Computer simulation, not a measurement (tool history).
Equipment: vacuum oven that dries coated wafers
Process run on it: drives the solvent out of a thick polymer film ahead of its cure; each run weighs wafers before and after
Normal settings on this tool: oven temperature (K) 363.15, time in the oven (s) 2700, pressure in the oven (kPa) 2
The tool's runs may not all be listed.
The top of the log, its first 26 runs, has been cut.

| run | hour | oven temperature (K) | time in the oven (s) | pressure in the oven (kPa) | hours of work since the thermocouples were calibrated | hours of work since the vacuum gauge was cleaned of residue | solvent left in the film (%) |
|---|---|---|---|---|---|---|---|
| 27 | 232.9 | 377.15 | 4560 | 2.38 | 875 | 19 | 0.463 |
| 28 | 240.3 | 355.15 | 2700 | 3.41 | 881 | 24 | 4.622 |
| 29 | 251.9 | 355.15 | 2700 | 3.41 | 890 | 33 | 4.575 |
| 30 | 261.5 | 355.15 | 2160 | 5.1 | 897 | 41 | 6.343 |
| 31 | 267.6 | 356.15 | 1800 | 5.4 | 902 | 45 | 6.928 |
| 32 | 276.4 | 356.15 | 1800 | 5.4 | 909 | 52 | 6.957 |
| 33 | 287.6 | 356.15 | 1800 | 5.4 | 917 | 61 | 6.982 |
| 34 | 294.7 | 361.15 | 1800 | 5.07 | 923 | 66 | 4.642 |
| 35 | 302.3 | 369.15 | 2700 | 2 | 929 | 72 | 0.716 |
| 36 | 313.2 | 360.15 | 1620 | 2.96 | 937 | 81 | 4.994 |
| 37 | 320.1 | 360.15 | 2220 | 2.36 | 943 | 86 | 3.228 |
| 38 | 328.5 | 370.15 | 2220 | 3.39 | 949 | 93 | 1.182 |
| 39 | 339.4 | 369.15 | 3120 | 3.5 | 958 | 101 | 1 |
| 40 | 348 | 369.15 | 3120 | 3.5 | 964 | 108 | 1.004 |

What will run 41 give?
| 41 | 358.5 | 363.15 | 3600 | 3.5 | 972 | 116 | ? |

Run 41 measured solvent left in the film (%) 1.464.
On a tool with no hidden condition, and with the same random variation, this run would have come out at solvent left in the film (%) 1.353.

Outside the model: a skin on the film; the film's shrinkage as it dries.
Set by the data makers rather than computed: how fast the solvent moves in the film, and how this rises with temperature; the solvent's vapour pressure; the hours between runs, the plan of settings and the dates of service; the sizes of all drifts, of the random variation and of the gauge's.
